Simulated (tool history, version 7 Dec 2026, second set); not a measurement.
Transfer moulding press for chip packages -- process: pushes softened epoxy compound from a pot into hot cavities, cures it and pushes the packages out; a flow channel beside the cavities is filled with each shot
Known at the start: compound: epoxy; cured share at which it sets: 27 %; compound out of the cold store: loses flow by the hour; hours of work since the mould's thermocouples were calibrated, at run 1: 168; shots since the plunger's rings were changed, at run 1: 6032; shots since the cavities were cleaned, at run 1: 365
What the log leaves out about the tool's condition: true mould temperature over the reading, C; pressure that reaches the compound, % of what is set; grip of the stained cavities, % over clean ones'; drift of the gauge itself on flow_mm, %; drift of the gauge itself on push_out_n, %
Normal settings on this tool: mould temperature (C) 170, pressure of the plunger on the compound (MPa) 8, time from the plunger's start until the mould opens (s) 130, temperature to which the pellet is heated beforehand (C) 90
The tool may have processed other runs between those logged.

run,day,mould temperature (C),pressure of the plunger on the compound (MPa),time from the plunger's start until the mould opens (s),temperature to which the pellet is heated beforehand (C),hours of work since the mould's thermocouples were calibrated,shots since the plunger's rings were changed,shots since the cavities were cleaned,incoming compound's hours out of the cold store,length that the compound runs in the flow channel (mm),greatest force on the pins that push the packages out (N)
1,0,170,8,130,90,168,6032,365,43.9,411,719
# day 0.375: plunger's sealing rings changed
2,1.021,170,8,130,90,183,159,592,41.1,439,828
3,2.121,170,8,130,90,201,431,864,43.5,427,870
# day 2.742: cavities cleaned with cleaning compound and waxed
4,3.125,170,8,130,90,216,664,95,41.7,432,1068
5,3.812,170,8,130,90,227,834,265,32.4,466,1059
6,4.542,170,8,130,90,239,1015,446,36.5,452,1064
7,5.425,170,8,155,90,253,1233,664,18.4,523,981
8,6.625,170,8,130,90,273,1529,960,12.9,547,1062
# day 6.762: cavities cleaned with cleaning compound and waxed
9,7.704,170,8,124,90,289,1781,232,42.3,431,725
# day 8.883: mould's thermocouples calibrated
10,9.354,170,8,124,90,8,2169,620,27.4,485,907
11,10.454,170,8,124,90,25,2441,892,38.8,440,915
# day 10.925: cavities cleaned with cleaning compound and waxed
12,11.771,170,8,124,90,46,2752,210,10.2,553,744
# day 12.704: cavities cleaned with cleaning compound and waxed, once more
13,12.854,167,7.44,154,83,62,3004,37,43.5,412,519
14,14.367,173,7.44,152,86,87,3378,411,42.3,408,700
15,15.633,168,6.8,146,90,107,3691,724,45.4,383,810
16,16.304,167,6.15,133,96,118,3857,890,27.7,423,989
# day 16.729: cavities cleaned with cleaning compound and waxed
17,17.25,167,6.5,124,96,133,4075,128,46.9,368,722
18,18.758,167,8.64,137,82,157,4449,502,34.5,475,876
19,19.929,168,7.05,137,85,176,4739,792,19.1,480,952
# day 20.804: cavities cleaned with cleaning compound and waxed
20,21.454,168,7.05,137,85,200,5100,161,43,393,665
21,22.492,168,7.05,137,85,216,5356,417,45.7,384,791
22,23.892,168,7.05,137,85,239,5703,764,38,408,899

Below are 4 alternative next runs, each starting from the tool's condition after run 22. Predict each:
# day 24.879: cavities cleaned with cleaning compound and waxed
A,24.962,167,8,130,98,256,5952,20,15.8,?,?
# day 24.879: cavities cleaned with cleaning compound and waxed
B,24.962,164,7.76,131,90,256,5952,20,22.9,?,?
# day 24.879: cavities cleaned with cleaning compound and waxed
C,24.962,173,8,154,90,256,5952,20,33.1,?,?
# day 24.879: cavities cleaned with cleaning compound and waxed
D,24.962,170,8,130,96,256,5952,20,41,?,?

run,length that the compound runs in the flow channel (mm),greatest force on the pins that push the packages out (N)
A,522,642
B,492,769
C,449,498
D,418,503
Take away the tool's hidden state, keep each run's random variation, and the runs would have read:
run,length that the compound runs in the flow channel (mm),greatest force on the pins that push the packages out (N)
A,542,585
B,511,694
C,466,471
D,434,467
